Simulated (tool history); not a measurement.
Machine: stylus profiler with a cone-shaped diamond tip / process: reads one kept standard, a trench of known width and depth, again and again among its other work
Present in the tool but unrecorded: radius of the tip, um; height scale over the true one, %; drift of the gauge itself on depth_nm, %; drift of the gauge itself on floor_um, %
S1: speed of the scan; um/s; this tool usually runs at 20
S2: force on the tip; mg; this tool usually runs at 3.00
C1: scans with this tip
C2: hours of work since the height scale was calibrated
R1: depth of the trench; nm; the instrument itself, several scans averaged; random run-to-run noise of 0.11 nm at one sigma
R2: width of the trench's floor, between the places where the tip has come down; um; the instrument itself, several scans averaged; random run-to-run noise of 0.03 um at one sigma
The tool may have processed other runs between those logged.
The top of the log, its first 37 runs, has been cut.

run	hour	S1	S2	C1	C2	R1	R2
38	533.5	47	1.93	3842	511	201.36	97.62
39	548.3	20	8.27	3889	517	204.76	97.79
40	565.2	23	8.27	3944	525	204.50	97.81
41	579.7	23	8.27	3992	531	204.75	97.78
42	591.4	23	8.27	4030	536	204.58	97.74
43	605.3	21	4.05	4075	542	202.74	97.77
44	616.1	21	4.05	4110	547	202.91	97.74
45	636.8	21	4.05	4177	555	202.78	97.70
46	658.1	6	7.48	4246	565	204.30	97.79
47	667.7	6	7.48	4277	569	204.10	97.75
48	683.3	6	1.93	4328	576	201.67	97.78

3 options for the next run, each taken on its own from the tool as it stands now. Forecast them:
A	697.9	56	2.07	4375	582	?	?
B	697.9	6	4.45	4375	582	?	?
C	697.9	39	6.60	4375	582	?	?

run	R1	R2
A	201.43	97.56
B	203.09	97.70
C	203.97	97.72
The same runs, with their run-to-run variation unchanged, on a tool lacking any hidden condition would have given:
run	R1	R2
A	201.84	97.83
B	203.50	97.98
C	204.39	97.99
